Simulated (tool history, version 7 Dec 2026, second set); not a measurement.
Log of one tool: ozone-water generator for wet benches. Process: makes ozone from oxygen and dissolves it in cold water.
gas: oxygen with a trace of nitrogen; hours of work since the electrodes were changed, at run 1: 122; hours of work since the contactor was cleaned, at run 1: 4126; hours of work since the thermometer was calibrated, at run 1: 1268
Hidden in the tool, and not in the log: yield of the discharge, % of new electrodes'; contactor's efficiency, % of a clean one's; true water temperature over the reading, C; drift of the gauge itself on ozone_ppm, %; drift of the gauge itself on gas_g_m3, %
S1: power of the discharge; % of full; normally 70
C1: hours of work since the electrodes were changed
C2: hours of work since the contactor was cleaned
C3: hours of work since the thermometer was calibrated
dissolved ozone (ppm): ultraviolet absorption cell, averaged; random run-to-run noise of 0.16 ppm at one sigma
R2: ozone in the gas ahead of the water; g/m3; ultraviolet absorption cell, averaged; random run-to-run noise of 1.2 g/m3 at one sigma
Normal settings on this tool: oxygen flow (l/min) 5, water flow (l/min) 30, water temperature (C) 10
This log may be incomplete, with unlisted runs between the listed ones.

{"run": 1, "day": 0.0, "S1": 70, "oxygen flow (l/min)": 5, "water flow (l/min)": 30, "water temperature (C)": 10, "C1": 122, "C2": 4126, "C3": 1268, "dissolved ozone (ppm)": 21, "R2": 217.5}
{"run": 2, "day": 0.912, "S1": 70, "oxygen flow (l/min)": 5, "water flow (l/min)": 30, "water temperature (C)": 10, "C1": 142, "C2": 4147, "C3": 1288, "dissolved ozone (ppm)": 20.6, "R2": 217.3}
{"run": 3, "day": 2.333, "S1": 70, "oxygen flow (l/min)": 5, "water flow (l/min)": 30, "water temperature (C)": 10, "C1": 175, "C2": 4179, "C3": 1321, "dissolved ozone (ppm)": 20.9, "R2": 219.6}
{"run": 4, "day": 3.467, "S1": 70, "oxygen flow (l/min)": 5, "water flow (l/min)": 30, "water temperature (C)": 15, "C1": 200, "C2": 4205, "C3": 1346, "dissolved ozone (ppm)": 19.5, "R2": 218.9}
{"run": 5, "day": 4.638, "S1": 70, "oxygen flow (l/min)": 5, "water flow (l/min)": 30, "water temperature (C)": 15, "C1": 227, "C2": 4231, "C3": 1373, "dissolved ozone (ppm)": 19.7, "R2": 216.8}
{"run": 6, "day": 6.05, "S1": 70, "oxygen flow (l/min)": 5, "water flow (l/min)": 30, "water temperature (C)": 10, "C1": 259, "C2": 4263, "C3": 1405, "dissolved ozone (ppm)": 21, "R2": 216.8}
{"run": 7, "day": 7.083, "S1": 70, "oxygen flow (l/min)": 5, "water flow (l/min)": 30, "water temperature (C)": 10, "C1": 283, "C2": 4287, "C3": 1429, "dissolved ozone (ppm)": 20.4, "R2": 218.8}
{"run": 8, "day": 9.054, "S1": 93, "oxygen flow (l/min)": 5, "water flow (l/min)": 30, "water temperature (C)": 10, "C1": 327, "C2": 4332, "C3": 1473, "dissolved ozone (ppm)": 25.6, "R2": 266.4}
{"run": 9, "day": 10.329, "S1": 93, "oxygen flow (l/min)": 5, "water flow (l/min)": 30, "water temperature (C)": 10, "C1": 356, "C2": 4361, "C3": 1502, "dissolved ozone (ppm)": 25.3, "R2": 266.9}
{"run": 10, "day": 11.954, "S1": 42, "oxygen flow (l/min)": 5, "water flow (l/min)": 30, "water temperature (C)": 10, "C1": 393, "C2": 4398, "C3": 1539, "dissolved ozone (ppm)": 14.3, "R2": 150.5}
{"run": 11, "day": 13.258, "S1": 70, "oxygen flow (l/min)": 5, "water flow (l/min)": 22, "water temperature (C)": 10, "C1": 423, "C2": 4427, "C3": 1569, "dissolved ozone (ppm)": 27.6, "R2": 218.5}
{"run": 12, "day": 15.138, "S1": 43, "oxygen flow (l/min)": 5, "water flow (l/min)": 30, "water temperature (C)": 10, "C1": 466, "C2": 4470, "C3": 1612, "dissolved ozone (ppm)": 14.6, "R2": 152.4}
{"run": 13, "day": 16.092, "S1": 43, "oxygen flow (l/min)": 5, "water flow (l/min)": 30, "water temperature (C)": 10, "C1": 487, "C2": 4492, "C3": 1633, "dissolved ozone (ppm)": 14.5, "R2": 154.9}
{"run": 14, "day": 17.404, "S1": 43, "oxygen flow (l/min)": 5, "water flow (l/min)": 30, "water temperature (C)": 10, "C1": 517, "C2": 4521, "C3": 1663, "dissolved ozone (ppm)": 14.6, "R2": 152.7}
{"run": 15, "day": 19.354, "S1": 43, "oxygen flow (l/min)": 5, "water flow (l/min)": 30, "water temperature (C)": 10, "C1": 561, "C2": 4566, "C3": 1707, "dissolved ozone (ppm)": 14.6, "R2": 152.2}
{"run": 16, "day": 20.571, "S1": 65, "oxygen flow (l/min)": 6.36, "water flow (l/min)": 43, "water temperature (C)": 13, "C1": 589, "C2": 4593, "C3": 1735, "dissolved ozone (ppm)": 13.2, "R2": 177.4}
{"run": 17, "day": 22.108, "S1": 65, "oxygen flow (l/min)": 6.36, "water flow (l/min)": 43, "water temperature (C)": 13, "C1": 624, "C2": 4628, "C3": 1770, "dissolved ozone (ppm)": 13.4, "R2": 178.9}
{"run": 18, "day": 23.621, "S1": 80, "oxygen flow (l/min)": 3.11, "water flow (l/min)": 19, "water temperature (C)": 13, "C1": 658, "C2": 4663, "C3": 1804, "dissolved ozone (ppm)": 32.2, "R2": 316.8}
{"run": 19, "day": 24.579, "S1": 70, "oxygen flow (l/min)": 2.6, "water flow (l/min)": 25, "water temperature (C)": 6, "C1": 680, "C2": 4684, "C3": 1826, "dissolved ozone (ppm)": 23.8, "R2": 323.5}
{"run": 20, "day": 25.846, "S1": 59, "oxygen flow (l/min)": 3.83, "water flow (l/min)": 30, "water temperature (C)": 10, "C1": 709, "C2": 4713, "C3": 1855, "dissolved ozone (ppm)": 17.7, "R2": 226.5}
{"run": 21, "day": 27.721, "S1": 59, "oxygen flow (l/min)": 4.5, "water flow (l/min)": 30, "water temperature (C)": 10, "C1": 752, "C2": 4756, "C3": 1898, "dissolved ozone (ppm)": 17.8, "R2": 205.4}
{"run": 22, "day": 29.3, "S1": 59, "oxygen flow (l/min)": 5.49, "water flow (l/min)": 34, "water temperature (C)": 10, "C1": 787, "C2": 4792, "C3": 1933, "dissolved ozone (ppm)": 16.4, "R2": 181}
{"run": 23, "day": 30.388, "S1": 59, "oxygen flow (l/min)": 5.49, "water flow (l/min)": 34, "water temperature (C)": 10, "C1": 812, "C2": 4816, "C3": 1958, "dissolved ozone (ppm)": 16.2, "R2": 180.8}
{"run": 24, "day": 32.279, "S1": 96, "oxygen flow (l/min)": 4.7, "water flow (l/min)": 30, "water temperature (C)": 14, "C1": 855, "C2": 4860, "C3": 2001, "dissolved ozone (ppm)": 24.7, "R2": 281.5}
{"run": 25, "day": 34.008, "S1": 96, "oxygen flow (l/min)": 4.7, "water flow (l/min)": 30, "water temperature (C)": 14, "C1": 895, "C2": 4899, "C3": 2041, "dissolved ozone (ppm)": 24.5, "R2": 280.7}

Run by run, hidden condition taken away, random variation retained:
run=1 dissolved_ozone_(ppm)=21.8 R2=218.3
run=2 dissolved_ozone_(ppm)=21.4 R2=218.1
run=3 dissolved_ozone_(ppm)=21.7 R2=220.5
run=4 dissolved_ozone_(ppm)=20.3 R2=219.8
run=5 dissolved_ozone_(ppm)=20.5 R2=217.8
run=6 dissolved_ozone_(ppm)=21.9 R2=217.9
run=7 dissolved_ozone_(ppm)=21.3 R2=219.9
run=8 dissolved_ozone_(ppm)=26.7 R2=268.2
run=9 dissolved_ozone_(ppm)=26.5 R2=268.8
run=10 dissolved_ozone_(ppm)=14.9 R2=151.1
run=11 dissolved_ozone_(ppm)=28.6 R2=219.9
run=12 dissolved_ozone_(ppm)=15.2 R2=153.1
run=13 dissolved_ozone_(ppm)=15.1 R2=155.6
run=14 dissolved_ozone_(ppm)=15.3 R2=153.5
run=15 dissolved_ozone_(ppm)=15.2 R2=153
run=16 dissolved_ozone_(ppm)=14 R2=178.8
run=17 dissolved_ozone_(ppm)=14.2 R2=180.4
run=18 dissolved_ozone_(ppm)=33.4 R2=320
run=19 dissolved_ozone_(ppm)=24.8 R2=326.6
run=20 dissolved_ozone_(ppm)=18.6 R2=228.5
run=21 dissolved_ozone_(ppm)=18.7 R2=207.3
run=22 dissolved_ozone_(ppm)=17.3 R2=182.7
run=23 dissolved_ozone_(ppm)=17.1 R2=182.5
run=24 dissolved_ozone_(ppm)=26 R2=285.5
run=25 dissolved_ozone_(ppm)=25.9 R2=284.8
